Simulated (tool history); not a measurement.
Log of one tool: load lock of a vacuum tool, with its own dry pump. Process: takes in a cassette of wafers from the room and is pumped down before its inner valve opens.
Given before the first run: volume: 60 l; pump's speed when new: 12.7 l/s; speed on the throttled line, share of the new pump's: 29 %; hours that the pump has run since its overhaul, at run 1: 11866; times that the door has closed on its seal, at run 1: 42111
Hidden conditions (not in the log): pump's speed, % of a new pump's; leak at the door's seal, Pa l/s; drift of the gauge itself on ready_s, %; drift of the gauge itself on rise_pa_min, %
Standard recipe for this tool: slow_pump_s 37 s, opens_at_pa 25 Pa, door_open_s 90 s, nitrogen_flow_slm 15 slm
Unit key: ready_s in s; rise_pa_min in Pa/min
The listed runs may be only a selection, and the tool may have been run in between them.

| run | hour | slow_pump_s | opens_at_pa | door_open_s | nitrogen_flow_slm | hours that the pump has run since its overhaul | times that the door has closed on its seal | incoming humidity of the room's air, % | ready_s | rise_pa_min |
|---|---|---|---|---|---|---|---|---|---|---|
| 1 | 0.0 | 37 | 25 | 90 | 15 | 11866 | 42111 | 44.2 | 65.6 | 0.055 |
| 2 | 424.9 | 37 | 25 | 90 | 15 | 12291 | 43052 | 46.9 | 65.5 | 0.053 |
| 3 | 738.9 | 37 | 25 | 90 | 15 | 12605 | 43748 | 42.2 | 65.9 | 0.050 |
| 4 | 1310.2 | 37 | 25 | 90 | 15 | 13177 | 45014 | 45.4 | 65.1 | 0.049 |
| 5 | 1618.7 | 37 | 25 | 90 | 15 | 13485 | 45697 | 44.4 | 65.3 | 0.061 |
| 6 | 1895.5 | 37 | 25 | 90 | 15 | 13762 | 46310 | 45.3 | 65.5 | 0.059 |
| 7 | 2177.1 | 37 | 25 | 90 | 15 | 14043 | 46934 | 41.2 | 65.4 | 0.050 |
| 8 | 2607.4 | 37 | 25 | 90 | 15 | 14474 | 47887 | 47.7 | 66.3 | 0.053 |
| 9 | 3019.8 | 37 | 25 | 90 | 15 | 14886 | 48800 | 43.2 | 64.9 | 0.051 |
| 10 | 3269.7 | 37 | 25 | 90 | 15 | 15136 | 49354 | 41.9 | 66.2 | 0.049 |
| 11 | 3879.8 | 37 | 25 | 90 | 15 | 15746 | 50705 | 43.9 | 65.5 | 0.050 |
| 12 | 4393.3 | 37 | 25 | 90 | 15 | 16260 | 51843 | 47.2 | 65.3 | 0.055 |
| 13 | 4759.5 | 37 | 25 | 90 | 15 | 16626 | 52654 | 41.9 | 65.9 | 0.047 |
| 14 | 5009.9 | 37 | 25 | 90 | 15 | 16876 | 53208 | 47.0 | 65.6 | 0.061 |
| 15 | 5323.6 | 28 | 25 | 90 | 15 | 17190 | 53904 | 45.6 | 60.0 | 0.051 |
| 16 | 5867.2 | 37 | 25 | 90 | 15 | 17734 | 55108 | 44.9 | 65.4 | 0.049 |
| 17 | 6208.9 | 37 | 25 | 90 | 15 | 18075 | 55864 | 45.6 | 65.5 | 0.054 |
| 18 | 6632.3 | 61 | 25 | 75 | 15 | 18499 | 56802 | 46.1 | 83.2 | 0.051 |
| 19 | 6941.3 | 37 | 38 | 90 | 15 | 18808 | 57487 | 43.5 | 64.1 | 0.051 |
| 20 | 7293.9 | 37 | 25 | 32 | 15 | 19160 | 58268 | 43.3 | 65.9 | 0.033 |
| 21 | 7778.6 | 37 | 33 | 32 | 16 | 19645 | 59342 | 43.9 | 64.3 | 0.031 |
| 22 | 8356.8 | 73 | 25 | 90 | 15 | 20223 | 60622 | 46.2 | 90.6 | 0.053 |
| 23 | 8884.7 | 37 | 38 | 125 | 20 | 20751 | 61792 | 44.2 | 63.8 | 0.063 |
| 24 | 9153.8 | 37 | 20 | 125 | 20 | 21020 | 62388 | 46.7 | 65.9 | 0.067 |
| 25 | 9550.5 | 37 | 20 | 125 | 20 | 21417 | 63266 | 41.4 | 66.3 | 0.052 |
| 26 | 9968.2 | 31 | 25 | 153 | 15 | 21834 | 64192 | 44.8 | 61.2 | 0.076 |
| 27 | 10511.5 | 64 | 25 | 90 | 8 | 22378 | 65395 | 44.1 | 85.1 | 0.067 |
|  | 10792.4 | dry pump taken out, an overhauled one fitted |
| 28 | 11073.7 | 64 | 25 | 90 | 8 | 281 | 66627 | 45.6 | 84.6 | 0.067 |
| 29 | 11392.0 | 19 | 25 | 90 | 8 | 600 | 67332 | 46.4 | 52.9 | 0.071 |
| 30 | 11955.6 | 19 | 25 | 90 | 8 | 1163 | 68580 | 43.9 | 53.0 | 0.059 |
| 31 | 12532.1 | 37 | 37 | 40 | 15 | 1740 | 69858 | 45.2 | 64.3 | 0.027 |
| 32 | 12982.2 | 37 | 37 | 40 | 15 | 2190 | 70855 | 48.4 | 64.5 | 0.039 |
| 33 | 13471.3 | 37 | 37 | 40 | 15 | 2679 | 71938 | 42.7 | 63.2 | 0.030 |
| 34 | 13927.9 | 37 | 41 | 90 | 29 | 3135 | 72949 | 44.9 | 62.3 | 0.044 |

What if the next run were any one of these 4? Each begins from the tool's condition after run 34:
| A | 14425.3 | 39 | 25 | 90 | 15 | 3633 | 74051 | 45.1 | ? | ? |
| B | 14425.3 | 29 | 25 | 212 | 15 | 3633 | 74051 | 46.8 | ? | ? |
| C | 14425.3 | 31 | 40 | 90 | 5 | 3633 | 74051 | 46.5 | ? | ? |
| D | 14425.3 | 37 | 25 | 90 | 15 | 3633 | 74051 | 44.2 | ? | ? |

| run | ready_s | rise_pa_min |
|---|---|---|
| A | 66.8 | 0.057 |
| B | 59.9 | 0.102 |
| C | 59.8 | 0.075 |
| D | 66.3 | 0.058 |
Without the tool's hidden state the same runs would have given:
| run | ready_s | rise_pa_min |
|---|---|---|
| A | 66.8 | 0.054 |
| B | 59.9 | 0.100 |
| C | 59.8 | 0.072 |
| D | 66.3 | 0.056 |
